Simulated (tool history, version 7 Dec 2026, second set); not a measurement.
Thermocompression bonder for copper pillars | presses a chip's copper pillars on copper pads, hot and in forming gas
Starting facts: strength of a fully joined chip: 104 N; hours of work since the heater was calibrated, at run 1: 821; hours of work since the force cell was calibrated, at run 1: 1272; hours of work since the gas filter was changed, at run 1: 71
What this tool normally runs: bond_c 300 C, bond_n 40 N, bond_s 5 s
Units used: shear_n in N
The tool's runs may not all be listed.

run    hour  bond_c  bond_n  bond_s  hours of work since the heater was calibrated  hours of work since the force cell was calibrated  hours of work since the gas filter was changed  shear_n
  1       0     300      40       5                                            821                                               1272                                              71     49.3
  2    69.6     300      27       5                                            868                                               1319                                             118       32
      111.5  -- force cell calibrated
      124.2  -- forming gas filter changed
  3     133     300      27       5                                            909                                                 14                                               6     33.6
  4   211.9     300      27       5                                            962                                                 67                                              59     32.5
      270.2  -- force cell calibrated, once more
  5   279.4     300      40       5                                           1007                                                  6                                             103     53.1
      353.1  -- forming gas filter changed
  6   353.1     300      47       5                                           1056                                                 55                                               0     65.5
  7   417.8     329      40       5                                           1099                                                 99                                              43     75.6
  8     459     300      40      10                                           1127                                                127                                              71     65.8
  9   514.2     300      40       5                                           1164                                                164                                             108     52.5
      578.7  -- forming gas filter changed
 10   589.4     300      40      10                                           1214                                                214                                               7     69.6
 11   648.5     300      40       3                                           1254                                                254                                              47     46.9
 12     695     300      40       3                                           1285                                                285                                              78     45.4
 13   728.9     300      40       5                                           1308                                                308                                             101     52.9
 14   784.7     300      40       5                                           1346                                                345                                             138     52.2
      803.5  -- forming gas filter changed
 15     836     300      40       3                                           1380                                                379                                              22     47.5
 16   884.3     300      38       5                                           1412                                                412                                              54     52.9
 17   920.5     300      40       5                                           1437                                                436                                              79     53.5
 18   969.4     300      40       5                                           1469                                                469                                             111     52.3
 19  1010.3     300      40       5                                           1497                                                496                                             139     51.3
     1030.4  -- forming gas filter changed
 20  1081.5     305      59      10                                           1544                                                544                                              34     87.2
 21  1159.8     282      53       6                                           1597                                                596                                              87     56.7
 22  1214.2     285      28      12                                           1634                                                633                                             124     41.8
     1257.3  -- forming gas filter changed
 23  1280.7     293      28      12                                           1678                                                677                                              16     50.4
 24    1361     272      25      12                                           1732                                                731                                              70     31.2
 25  1404.1     326      26       4                                           1761                                                760                                              99       46
     1428.2  -- heater calibrated with a thermocouple chip
 26  1446.6     300      41       5                                             12                                                788                                             126     48.9
       1483  -- forming gas filter changed
 27  1500.5     300      41       5                                             48                                                823                                              12     52.4
 28  1560.5     300      41       5                                             89                                                864                                              52     51.4
 29  1598.4     270      58       5                                            114                                                889                                              78     45.1
 30  1642.7     293      31       6                                            144                                                919                                             107     36.2
     1710.2  -- forming gas filter changed
 31  1711.8     293      31       6                                            190                                                965                                               1     39.1
 32  1767.3     300      28       5                                            227                                               1002                                              38     36.2
 33  1819.8     283      58       8                                            262                                               1038                                              74     63.2
 34  1885.9     273      33       5                                            307                                               1082                                             118     25.8
 35  1929.3     273      33       5                                            336                                               1111                                             147     25.2
     1937.4  -- forming gas filter changed
 36  2011.6     283      29       6                                            391                                               1166                                              50     30.4
 37  2060.9     283      29       6                                            424                                               1199                                              83     29.4
 38  2132.2     283      29       6                                            472                                               1247                                             131     27.5

Alternative continuations, all from the tool just after run 38; predict every row:
     2161.4  -- forming gas filter changed
  A  2185.1     271      29      10                                            507                                               1283                                              16        ?
     2161.4  -- forming gas filter changed
  B  2185.1     280      29      15                                            507                                               1283                                              16        ?
     2161.4  -- forming gas filter changed
  C  2185.1     330      47       6                                            507                                               1283                                              16        ?
     2161.4  -- forming gas filter changed
  D  2185.1     300      49      13                                            507                                               1283                                              16        ?

run  shear_n
  A     30.8
  B     41.9
  C     83.6
  D     79.4
With the hidden condition removed and each run's random variation left untouched, the same runs would have given:
run  shear_n
  A     33.1
  B     44.8
  C     87.3
  D       83
